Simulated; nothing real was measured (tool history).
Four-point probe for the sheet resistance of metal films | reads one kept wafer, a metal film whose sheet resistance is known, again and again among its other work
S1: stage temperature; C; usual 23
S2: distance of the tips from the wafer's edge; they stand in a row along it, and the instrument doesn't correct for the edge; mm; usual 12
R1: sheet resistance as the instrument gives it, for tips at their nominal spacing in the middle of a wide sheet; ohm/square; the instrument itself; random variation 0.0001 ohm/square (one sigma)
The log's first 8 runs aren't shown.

Run 9, day 3.004: usual settings. Result: R1 0.519757 ohm/square.
Run 10, day 3.375: usual settings. Result: R1 0.519962 ohm/square.
Run 11, day 3.917: usual settings but S2 45 mm. Result: R1 0.519333 ohm/square.
Run 12, day 4.383: usual settings but S2 45 mm. Result: R1 0.519079 ohm/square.
Run 13, day 4.75: usual settings but S1 27 C. Result: R1 0.52112 ohm/square.
Run 14, day 5.038: usual settings but S1 27 C. Result: R1 0.521081 ohm/square.
Run 15, day 5.479: usual settings. Result: R1 0.520006 ohm/square.
Run 16, day 6.008: usual settings. Result: R1 0.520133 ohm/square.
Run 17, day 6.442: usual settings but S1 32 C. Result: R1 0.522645 ohm/square.
Run 18, day 6.796: usual settings but S1 32 C. Result: R1 0.523013 ohm/square.
Run 19, day 7.388: usual settings but S2 58 mm. Result: R1 0.51924 ohm/square.
At day 7.458: stage's thermometer calibrated.
Run 20, day 7.671: usual settings but S2 58 mm. Result: R1 0.519381 ohm/square.
Run 21, day 7.942: usual settings but S1 26 C, S2 58 mm. Result: R1 0.520346 ohm/square.
Run 22, day 8.429: usual settings but S1 26 C, S2 58 mm. Result: R1 0.520216 ohm/square.
Run 23, day 8.85: usual settings but S1 19 C, S2 4 mm. Result: R1 0.524949 ohm/square.

The next listed run, before its measurement:
Run 24, day 9.296: usual settings but S1 24 C, S2 16 mm. Result: R1 ?.

Run 24 gave R1 0.520149 ohm/square.
Without the tool's hidden state the same run would have given R1 0.513794 ohm/square.
